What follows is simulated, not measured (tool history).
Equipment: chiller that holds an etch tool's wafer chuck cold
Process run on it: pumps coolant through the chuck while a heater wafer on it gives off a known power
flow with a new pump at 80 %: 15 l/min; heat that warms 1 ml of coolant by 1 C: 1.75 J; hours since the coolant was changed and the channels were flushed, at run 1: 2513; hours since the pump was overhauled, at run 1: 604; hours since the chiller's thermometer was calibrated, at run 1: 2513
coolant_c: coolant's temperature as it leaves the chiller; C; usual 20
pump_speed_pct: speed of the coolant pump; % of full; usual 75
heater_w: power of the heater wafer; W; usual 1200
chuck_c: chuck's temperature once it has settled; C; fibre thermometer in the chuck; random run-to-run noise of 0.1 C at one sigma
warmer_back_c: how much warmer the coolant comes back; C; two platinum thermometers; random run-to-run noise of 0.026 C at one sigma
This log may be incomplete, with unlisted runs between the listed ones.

run,day,coolant_c,pump_speed_pct,heater_w,hours since the coolant was changed and the channels were flushed,hours since the pump was overhauled,hours since the chiller's thermometer was calibrated,chuck_c,warmer_back_c
1,0,20,75,1200,2513,604,2513,30.9,2.89
2,2.717,20,75,1200,2578,669,2578,31,2.95
3,4.583,20,72,1200,2623,714,2623,31.2,3.14
4,6.283,20,72,1200,2664,755,2664,31.2,3.16
5,8.662,20,72,1200,2721,812,2721,31.4,3.15
6,10.638,20,75,1072,2769,859,2769,29.6,2.76
7,12.688,20,75,1200,2818,908,2818,31,3.08
8,15,13,75,1200,2873,964,2873,24,3.1
9,17,20,75,660,2921,1012,2921,26.3,1.82
10,18.483,20,75,660,2957,1047,2957,26.2,1.79
11,19.817,20,75,1200,2989,1079,2989,30.9,3.16
12,21.55,20,75,1200,3030,1121,3030,30.9,3.18
13,24.275,20,75,1200,3096,1186,3096,30.9,3.2
14,25.817,25,75,1200,3133,1223,3133,35.9,3.25
15,27.421,25,75,1200,3171,1262,3171,36.1,3.29
16,30.146,25,75,1200,3237,1327,3237,35.8,3.28
17,32.967,23,83,1200,3304,1395,3304,33.4,3
18,34.196,20,75,907,3334,1424,3334,28.5,2.62
19,36.604,23,89,601,3392,1482,3392,27.6,1.65
20,37.879,23,89,601,3422,1513,3422,27.8,1.68
# day 38.338: gauge calibrated
21,40.267,26,75,799,3480,1570,3480,33.3,2
22,42.058,20,77,1200,3523,1613,3523,30.8,2.86

Estimate the outcome of run 23 from the log above:
23,44.429,20,77,1200,3580,1670,3580,?,?

chuck_c: 30.7 C
warmer_back_c: 2.96 C
Minus the tool's unlogged condition, the same run would have read chuck_c 30.7 C, warmer_back_c 2.89 C.
